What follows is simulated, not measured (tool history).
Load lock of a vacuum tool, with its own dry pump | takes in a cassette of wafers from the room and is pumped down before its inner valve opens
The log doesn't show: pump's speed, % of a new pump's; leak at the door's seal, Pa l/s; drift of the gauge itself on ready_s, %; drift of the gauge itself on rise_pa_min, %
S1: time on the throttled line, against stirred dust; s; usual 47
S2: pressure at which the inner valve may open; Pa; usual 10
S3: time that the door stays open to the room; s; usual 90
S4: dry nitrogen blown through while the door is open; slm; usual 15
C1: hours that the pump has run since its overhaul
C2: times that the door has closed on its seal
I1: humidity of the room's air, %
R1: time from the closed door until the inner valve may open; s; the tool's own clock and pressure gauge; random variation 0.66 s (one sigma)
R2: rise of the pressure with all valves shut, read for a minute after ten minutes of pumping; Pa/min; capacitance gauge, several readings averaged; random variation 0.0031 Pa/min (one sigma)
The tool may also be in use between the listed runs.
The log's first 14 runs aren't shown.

run	day	S1	S2	S3	S4	C1	C2	I1	R1	R2
15	38.588	47	10	125	4	3335	10550	44.5	101.4	0.244
16	41.650	38	10	90	15	3409	10767	45.5	94.9	0.217
17	43.912	47	10	90	15	3463	10927	45.7	103.1	0.226
18	46.283	44	10	90	15	3520	11095	41.7	100.4	0.225
19	50.021	47	11	90	15	3610	11360	45.6	100.7	0.230
20	51.654	47	8	76	14	3649	11476	45.6	103.3	0.227
21	54.683	68	16	52	6	3722	11690	43.1	112.3	0.225
22	57.338	47	18	76	15	3785	11878	43.3	97.5	0.230
23	59.696	29	10	76	15	3842	12045	45.8	89.2	0.241
24	63.104	29	10	76	15	3924	12287	46.2	89.9	0.248
25	65.429	29	10	76	15	3980	12451	45.7	89.2	0.245
26	67.133	47	10	77	15	4021	12572	48.9	102.2	0.258
27	68.875	70	9	90	4	4062	12695	47.8	119.3	0.282
28	72.621	70	9	35	29	4152	12961	45.3	119.0	0.234
29	74.883	38	10	90	15	4207	13121	44.5	95.5	0.271
30	76.517	64	8	90	29	4246	13237	42.8	116.0	0.255
31	78.262	43	18	96	7	4288	13360	44.8	95.0	0.286
32	80.846	38	9	157	9	4350	13543	45.5	96.4	0.321
33	83.258	67	11	218	6	4408	13714	47.2	116.0	0.371
34	85.908	39	10	98	15	4471	13902	46.9	97.8	0.296
35	89.596	39	10	98	15	4560	14163	42.6	98.3	0.297
36	92.533	39	10	98	15	4630	14371	43.6	97.2	0.308
37	94.996	28	15	110	9	4689	14546	40.9	87.2	0.317

Forecast each of these 4 alternatives for the next run:
A	97.771	28	15	110	10	4756	14742	43.6	?	?
B	97.771	28	15	133	9	4756	14742	49.0	?	?
C	97.771	28	10	90	15	4756	14742	42.8	?	?
D	97.771	28	17	110	9	4756	14742	46.3	?	?

run	R1	R2
A	86.7	0.327
B	87.2	0.349
C	89.9	0.307
D	86.3	0.329
Without the tool's hidden state the same runs would have given:
run	R1	R2
A	80.4	0.082
B	80.8	0.107
C	83.1	0.063
D	79.9	0.089
